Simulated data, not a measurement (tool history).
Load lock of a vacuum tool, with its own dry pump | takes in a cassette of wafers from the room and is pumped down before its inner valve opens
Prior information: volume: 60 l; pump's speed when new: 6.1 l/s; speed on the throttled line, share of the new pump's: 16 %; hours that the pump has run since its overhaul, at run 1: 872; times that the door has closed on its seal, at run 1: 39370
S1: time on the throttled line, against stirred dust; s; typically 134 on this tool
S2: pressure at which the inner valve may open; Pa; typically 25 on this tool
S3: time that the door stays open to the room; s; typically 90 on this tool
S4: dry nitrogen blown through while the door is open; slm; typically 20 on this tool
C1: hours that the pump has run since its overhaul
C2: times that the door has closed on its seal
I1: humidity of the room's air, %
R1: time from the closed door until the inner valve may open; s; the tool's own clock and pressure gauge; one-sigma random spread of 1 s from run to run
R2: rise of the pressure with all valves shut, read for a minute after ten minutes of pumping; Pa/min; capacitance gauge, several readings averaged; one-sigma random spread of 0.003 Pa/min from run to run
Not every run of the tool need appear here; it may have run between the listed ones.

Run 1, hour 0: usual settings; C1 872; C2 39370; I1 44.8. Result: R1 195.3 s, R2 0.035 Pa/min.
Run 2, hour 64.3: usual settings; C1 936; C2 39548; I1 45.2. Result: R1 194.8 s, R2 0.035 Pa/min.
Run 3, hour 137.7: usual settings; C1 1009; C2 39750; I1 44.3. Result: R1 193.8 s, R2 0.032 Pa/min.
Run 4, hour 197.8: usual settings but S3 129 s; C1 1069; C2 39916; I1 40.8. Result: R1 194.2 s, R2 0.037 Pa/min.
Run 5, hour 282.5: usual settings but S3 129 s; C1 1154; C2 40150; I1 43.8. Result: R1 196.1 s, R2 0.038 Pa/min.
Run 6, hour 385.2: usual settings but S2 29 Pa; C1 1257; C2 40433; I1 45.1. Result: R1 192.2 s, R2 0.031 Pa/min.
Run 7, hour 430.9: usual settings but S3 186 s; C1 1302; C2 40559; I1 44.5. Result: R1 194 s, R2 0.048 Pa/min.
Run 8, hour 534.7: usual settings but S3 186 s; C1 1406; C2 40845; I1 44.6. Result: R1 194.6 s, R2 0.044 Pa/min.
Run 9, hour 601.4: usual settings but S3 186 s; C1 1473; C2 41030; I1 48. Result: R1 193.5 s, R2 0.041 Pa/min.
Run 10, hour 701.7: usual settings but S3 186 s; C1 1573; C2 41306; I1 44.8. Result: R1 194.6 s, R2 0.049 Pa/min.
Run 11, hour 763.9: usual settings; C1 1635; C2 41478; I1 43.5. Result: R1 194.7 s, R2 0.034 Pa/min.
Run 12, hour 849.6: usual settings but S3 124 s; C1 1721; C2 41715; I1 45.9. Result: R1 195.2 s, R2 0.04 Pa/min.
Run 13, hour 934.9: usual settings but S2 30 Pa, S3 124 s; C1 1806; C2 41950; I1 44.1. Result: R1 193.1 s, R2 0.043 Pa/min.
Run 14, hour 1027.3: usual settings but S3 25 s; C1 1899; C2 42205; I1 45.5. Result: R1 196.5 s, R2 0.028 Pa/min.
Run 15, hour 1094.2: usual settings but S3 25 s; C1 1966; C2 42390; I1 45.7. Result: R1 194.7 s, R2 0.022 Pa/min.
Run 16, hour 1197: usual settings but S1 130 s, S2 49 Pa, S3 64 s, S4 14 slm; C1 2069; C2 42673; I1 45.2. Result: R1 183 s, R2 0.034 Pa/min.
Run 17, hour 1256.5: usual settings but S1 130 s, S2 49 Pa, S3 26 s, S4 29 slm; C1 2128; C2 42837; I1 44. Result: R1 184.7 s, R2 0.013 Pa/min.
Run 18, hour 1330.7: usual settings but S1 207 s, S2 49 Pa, S3 26 s, S4 29 slm; C1 2202; C2 43042; I1 45.6. Result: R1 249 s, R2 0.019 Pa/min.
Run 19, hour 1438.4: usual settings but S3 105 s; C1 2310; C2 43339; I1 46. Result: R1 193.9 s, R2 0.04 Pa/min.
Run 20, hour 1547.3: usual settings but S3 114 s, S4 29 slm; C1 2419; C2 43640; I1 44.5. Result: R1 195 s, R2 0.033 Pa/min.
Run 21, hour 1605.3: usual settings but S1 251 s, S2 38 Pa, S3 84 s, S4 4 slm; C1 2477; C2 43800; I1 42.5. Result: R1 292.9 s, R2 0.053 Pa/min.
Run 22, hour 1680.9: usual settings but S3 61 s; C1 2552; C2 44009; I1 43.3. Result: R1 195 s, R2 0.033 Pa/min.
Run 23, hour 1738.6: usual settings but S1 142 s, S3 28 s; C1 2610; C2 44168; I1 46.9. Result: R1 199.7 s, R2 0.022 Pa/min.
Run 24, hour 1800.3: usual settings but S1 142 s, S3 28 s; C1 2672; C2 44338; I1 43.6. Result: R1 200.9 s, R2 0.027 Pa/min.
Run 25, hour 1857.5: usual settings but S3 30 s; C1 2729; C2 44496; I1 47. Result: R1 194.4 s, R2 0.022 Pa/min.
Run 26, hour 1908.8: usual settings but S3 30 s; C1 2780; C2 44638; I1 44.3. Result: R1 196 s, R2 0.028 Pa/min.
Run 27, hour 1957.6: usual settings but S1 207 s, S2 37 Pa; C1 2829; C2 44772; I1 44.1. Result: R1 251.7 s, R2 0.034 Pa/min.
Run 28, hour 2040.8: usual settings but S1 73 s, S2 36 Pa, S3 66 s, S4 15 slm; C1 2912; C2 45002; I1 45.4. Result: R1 138.9 s, R2 0.034 Pa/min.

Each row is a separate what-if for the run after 28, all from the same tool condition, not one after another. Results?
Run A, hour 2115.1: usual settings but S1 176 s, S2 36 Pa, S3 66 s, S4 15 slm; C1 2987; C2 45207; I1 48.2. Result: R1 ?, R2 ?.
Run B, hour 2115.1: usual settings but S1 196 s; C1 2987; C2 45207; I1 42.5. Result: R1 ?, R2 ?.
Run C, hour 2115.1: usual settings but S1 90 s, S2 34 Pa, S3 145 s; C1 2987; C2 45207; I1 46.4. Result: R1 ?, R2 ?.
Run D, hour 2115.1: usual settings but S1 80 s; C1 2987; C2 45207; I1 42.4. Result: R1 ?, R2 ?.
Run E, hour 2115.1: usual settings but S1 73 s, S2 36 Pa, S3 61 s, S4 15 slm; C1 2987; C2 45207; I1 47.5. Result: R1 ?, R2 ?.

run     R1     R2
  A  226.1  0.038
  B  247.3  0.032
  C  153.9  0.043
  D  148.1  0.031
  E  138.6  0.032
What these runs would have given with no unlogged condition in the tool:
run     R1     R2
  A  226.1  0.037
  B  247.3  0.031
  C  153.9  0.042
  D  148.1   0.03
  E  138.6  0.031
